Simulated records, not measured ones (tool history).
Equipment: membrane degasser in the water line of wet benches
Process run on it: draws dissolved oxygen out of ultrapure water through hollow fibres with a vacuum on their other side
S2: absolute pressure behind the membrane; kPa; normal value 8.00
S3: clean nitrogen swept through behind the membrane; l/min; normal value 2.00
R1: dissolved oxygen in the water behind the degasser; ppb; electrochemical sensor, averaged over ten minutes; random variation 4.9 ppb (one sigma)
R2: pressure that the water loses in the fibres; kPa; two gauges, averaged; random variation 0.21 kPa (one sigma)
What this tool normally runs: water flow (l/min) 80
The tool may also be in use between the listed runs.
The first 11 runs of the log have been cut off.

{"run": 12, "day": 35.817, "water flow (l/min)": 99, "S2": 8.0, "S3": 2.0, "R1": 669.4, "R2": 66.35}
{"run": 13, "day": 39.571, "water flow (l/min)": 80, "S2": 6.63, "S3": 2.0, "R1": 447.0, "R2": 53.64}
{"run": 14, "day": 43.125, "water flow (l/min)": 52, "S2": 8.0, "S3": 2.0, "R1": 359.2, "R2": 35.0}
{"run": 15, "day": 46.892, "water flow (l/min)": 80, "S2": 8.0, "S3": 2.0, "R1": 550.0, "R2": 53.64}
{"run": 16, "day": 49.75, "water flow (l/min)": 80, "S2": 8.0, "S3": 2.0, "R1": 548.8, "R2": 53.91}
{"run": 17, "day": 53.388, "water flow (l/min)": 72, "S2": 10.7, "S3": 2.0, "R1": 675.5, "R2": 48.4}
{"day": 53.746, "done": "vacuum gauge calibrated"}
{"run": 18, "day": 55.875, "water flow (l/min)": 72, "S2": 10.7, "S3": 2.0, "R1": 684.5, "R2": 48.28}
{"run": 19, "day": 59.95, "water flow (l/min)": 72, "S2": 10.7, "S3": 2.0, "R1": 682.8, "R2": 49.1}
{"run": 20, "day": 62.467, "water flow (l/min)": 110, "S2": 16.78, "S3": 0.86, "R1": 2240.4, "R2": 74.28}
{"run": 21, "day": 64.925, "water flow (l/min)": 110, "S2": 16.78, "S3": 0.86, "R1": 2215.2, "R2": 74.31}

What does the tool deliver on the next run?
{"run": 22, "day": 68.479, "water flow (l/min)": 98, "S2": 10.68, "S3": 2.0, "R1": "?", "R2": "?"}

R1: 901.3 ppb
R2: 66.54 kPa
If the tool had no hidden condition, the same run with the same run-to-run variation would have returned R1 817.7 ppb, R2 62.89 kPa.
